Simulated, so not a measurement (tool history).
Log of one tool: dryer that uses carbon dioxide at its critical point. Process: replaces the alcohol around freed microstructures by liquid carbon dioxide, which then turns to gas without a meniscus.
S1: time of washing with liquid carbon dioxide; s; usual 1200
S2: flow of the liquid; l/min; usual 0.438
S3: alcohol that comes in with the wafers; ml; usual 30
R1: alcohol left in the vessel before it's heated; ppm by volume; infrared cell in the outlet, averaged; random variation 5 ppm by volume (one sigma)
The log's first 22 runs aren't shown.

run,hour,S1,S2,S3,R1
23,323.6,1500,0.438,30,56
24,334.9,1500,0.438,30,57
25,350.7,1500,0.438,30,56
26,362.2,1500,0.438,30,60
27,372.2,1500,0.438,30,61
28,393.7,1680,0.63,30,62
29,413.6,1020,0.339,30,213
30,428.2,1020,0.339,30,209

Run 31 comes next. What will it give?
31,449.5,780,0.666,66,?

{"run 31": {"R1": 78}}
Without the tool's hidden state the same run would have given R1 22 ppm by volume.
